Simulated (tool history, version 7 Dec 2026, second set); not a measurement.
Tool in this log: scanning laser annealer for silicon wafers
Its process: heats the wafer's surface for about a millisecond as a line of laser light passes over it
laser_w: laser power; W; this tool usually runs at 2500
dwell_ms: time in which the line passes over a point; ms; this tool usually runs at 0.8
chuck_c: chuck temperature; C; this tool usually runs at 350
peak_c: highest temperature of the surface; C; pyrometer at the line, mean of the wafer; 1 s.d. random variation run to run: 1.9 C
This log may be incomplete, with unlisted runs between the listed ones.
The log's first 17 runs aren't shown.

run     day  laser_w  dwell_ms  chuck_c  hours of work since the window was cleaned  hours of work since the power meter was calibrated  hours of work since the optics were aligned  peak_c
 18   7.642     2500       0.8      343                                         121                                                 158                                          250    1174
 19   8.217     2500       0.8      343                                         130                                                 167                                          259    1175
 20   8.612     2423       0.8      343                                         136                                                 173                                          265    1147
 21   9.138     2423       0.8      343                                         144                                                 181                                          273    1145
 22   9.575     2500     0.775      350                                         150                                                 187                                          279    1167
 23  10.033     2440     0.659      388                                         157                                                 194                                          286    1113
 24  10.396     2440     0.659      388                                         162                                                 199                                          292    1111
 25  10.904     2536       0.8      350                                         170                                                 207                                          299    1191
 26  11.262     2536     0.899      346                                         176                                                 213                                          305    1245
 27  11.892     2500       0.8      311                                         185                                                 222                                          314    1135
 28  12.492     2500       0.8      311                                         194                                                 231                                          323    1140
 29  12.983     2502     0.751      360                                         201                                                 238                                          331    1159
 30  13.575     2502     0.685      360                                         210                                                 247                                          340    1115
 31  14.017     2147       0.8      350                                         217                                                 254                                          346    1045
 32  14.604     2147       0.8      350                                         226                                                 263                                          355    1042
 33  15.146     2726       0.8      363                                         234                                                 271                                          363    1265
 34  15.692     2500     0.792      350                                         242                                                 279                                          371    1169
 35  16.071     2380     0.965      329                                         248                                                 285                                          377    1188
 36  16.412     2402     0.717      329                                         253                                                 290                                          382    1068
 37  16.979     2500     0.974      350                                         261                                                 298                                          391    1263
 38  17.467     2157     0.926      389                                         269                                                 306                                          398    1141
 39    17.8     2157     0.926      389                                         274                                                 311                                          403    1142
 40  18.196     2157     0.926      389                                         280                                                 317                                          409    1138

For run 41, what comes out?
 41  18.575     2410     0.816      314                                         285                                                 322                                          415       ?

peak_c: 1106 C
Take away the tool's hidden state, keep the run-to-run variation as it was, and the same run would have given peak_c 1137 C.
